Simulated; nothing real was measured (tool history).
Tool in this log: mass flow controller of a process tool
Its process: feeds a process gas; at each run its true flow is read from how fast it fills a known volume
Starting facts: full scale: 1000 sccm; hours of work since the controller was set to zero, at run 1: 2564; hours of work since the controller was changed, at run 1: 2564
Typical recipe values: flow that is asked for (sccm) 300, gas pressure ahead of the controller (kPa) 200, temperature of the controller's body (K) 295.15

run    hour  flow that is asked for (sccm)  gas pressure ahead of the controller (kPa)  temperature of the controller's body (K)  hours of work since the controller was set to zero  hours of work since the controller was changed  true flow (%)
  1     0.0                            300                                         200                                    295.15                                                2564                                            2564          97.24
  2    94.3                            300                                         200                                    295.15                                                2629                                            2629          97.29
  3   156.7                            300                                         200                                    295.15                                                2673                                            2673          97.24
  4   216.7                            300                                         200                                    295.15                                                2714                                            2714          97.27
  5   268.9                            300                                         200                                    295.15                                                2751                                            2751          97.18
  6   335.4                            300                                         200                                    295.15                                                2797                                            2797          97.03
  7   404.3                            300                                         200                                    295.15                                                2845                                            2845          97.08
  8   476.2                            300                                         200                                    295.15                                                2895                                            2895          97.14
  9   554.9                            300                                         200                                    295.15                                                2950                                            2950          97.12
 10   654.0                            300                                         200                                    295.15                                                3019                                            3019          97.06
 11   722.5                            300                                         200                                    295.15                                                3066                                            3066          97.08
 12   767.8                            300                                         175                                    295.15                                                3098                                            3098          97.32
 13   852.4                            494                                         184                                    293.15                                                3157                                            3157          98.37
      861.0  -- controller's zero set anew
 14   950.7                            714                                         200                                    295.15                                                  62                                            3225          98.79
 15  1019.3                            342                                         200                                    293.15                                                 110                                            3273          96.81
 16  1109.4                            342                                         200                                    293.15                                                 173                                            3335          96.62
 17  1210.1                            118                                         162                                    303.15                                                 243                                            3406          91.69
 18  1257.5                            118                                         244                                    303.15                                                 276                                            3439          91.44
     1290.1  -- controller's zero set anew, once more
 19  1332.0                            245                                         149                                    302.15                                                  29                                            3490          98.14
 20  1373.7                            245                                         249                                    302.15                                                  58                                            3519          97.73

Branching from run 20: 5 alternative next runs. What would each branch give?
  A  1456.3                            489                                         162                                    295.15                                                 116                                            3577              ?
  B  1456.3                            422                                         200                                    301.15                                                 116                                            3577              ?
  C  1456.3                            458                                         200                                    295.15                                                 116                                            3577              ?
  D  1456.3                            219                                         200                                    295.15                                                 116                                            3577              ?
  E  1456.3                            156                                         172                                    297.15                                                 116                                            3577              ?

run  true flow (%)
  A          99.20
  B          98.48
  C          98.98
  D          98.09
  E          97.80
Had the tool no hidden state, the same runs would have come out as:
run  true flow (%)
  A          98.71
  B          97.99
  C          98.49
  D          97.66
  E          97.41
